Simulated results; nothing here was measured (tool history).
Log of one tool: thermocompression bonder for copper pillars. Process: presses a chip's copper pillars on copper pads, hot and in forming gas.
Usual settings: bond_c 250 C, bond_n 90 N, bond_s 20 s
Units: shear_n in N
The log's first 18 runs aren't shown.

| run | hour | bond_c | bond_n | bond_s | hours of work since the heater was calibrated | hours of work since the force cell was calibrated | hours of work since the gas filter was changed | shear_n |
|---|---|---|---|---|---|---|---|---|
| 19 | 468.7 | 250 | 90 | 13 | 792 | 599 | 223 | 36.0 |
| 20 | 503.3 | 250 | 90 | 13 | 808 | 615 | 239 | 35.5 |
| 21 | 533.3 | 232 | 57 | 13 | 822 | 629 | 253 | 13.4 |
| 22 | 555.2 | 250 | 80 | 20 | 832 | 639 | 263 | 37.9 |
| 23 | 586.9 | 250 | 74 | 18 | 846 | 654 | 277 | 32.2 |
| 24 | 609.2 | 250 | 74 | 18 | 857 | 664 | 288 | 32.1 |
| 25 | 639.4 | 250 | 74 | 18 | 870 | 678 | 301 | 30.8 |
| 26 | 670.3 | 250 | 74 | 18 | 884 | 692 | 316 | 31.8 |
|  | 695.6 | forming gas filter changed |
| 27 | 696.3 | 253 | 116 | 17 | 896 | 703 | 0 | 58.3 |
| 28 | 722.7 | 253 | 116 | 17 | 908 | 715 | 12 | 56.7 |
| 29 | 753.5 | 269 | 69 | 20 | 922 | 729 | 26 | 48.0 |
| 30 | 787.3 | 234 | 113 | 51 | 938 | 745 | 42 | 57.3 |
| 31 | 806.7 | 238 | 90 | 20 | 947 | 754 | 51 | 34.4 |
| 32 | 826.9 | 269 | 81 | 20 | 956 | 763 | 60 | 54.1 |
| 33 | 857.3 | 233 | 92 | 20 | 970 | 777 | 74 | 32.1 |
| 34 | 880.4 | 233 | 92 | 20 | 980 | 787 | 85 | 30.4 |
| 35 | 911.3 | 233 | 92 | 20 | 994 | 802 | 99 | 30.0 |
| 36 | 931.8 | 265 | 69 | 20 | 1004 | 811 | 108 | 42.9 |
| 37 | 959.1 | 265 | 69 | 20 | 1016 | 823 | 120 | 42.8 |
| 38 | 989.3 | 265 | 69 | 20 | 1030 | 837 | 134 | 41.3 |
| 39 | 1013.2 | 229 | 57 | 17 | 1041 | 848 | 145 | 14.5 |
| 40 | 1041.1 | 229 | 57 | 17 | 1054 | 861 | 158 | 13.4 |

Forecast each of these 3 alternatives for the next run:
| A | 1060.4 | 279 | 57 | 17 | 1063 | 870 | 167 | ? |
| B | 1060.4 | 222 | 57 | 58 | 1063 | 870 | 167 | ? |
| C | 1060.4 | 254 | 64 | 15 | 1063 | 870 | 167 | ? |

| run | shear_n |
|---|---|
| A | 41.9 |
| B | 21.4 |
| C | 26.2 |
Without the tool's hidden state the same runs would have given:
| run | shear_n |
|---|---|
| A | 54.1 |
| B | 29.8 |
| C | 35.7 |

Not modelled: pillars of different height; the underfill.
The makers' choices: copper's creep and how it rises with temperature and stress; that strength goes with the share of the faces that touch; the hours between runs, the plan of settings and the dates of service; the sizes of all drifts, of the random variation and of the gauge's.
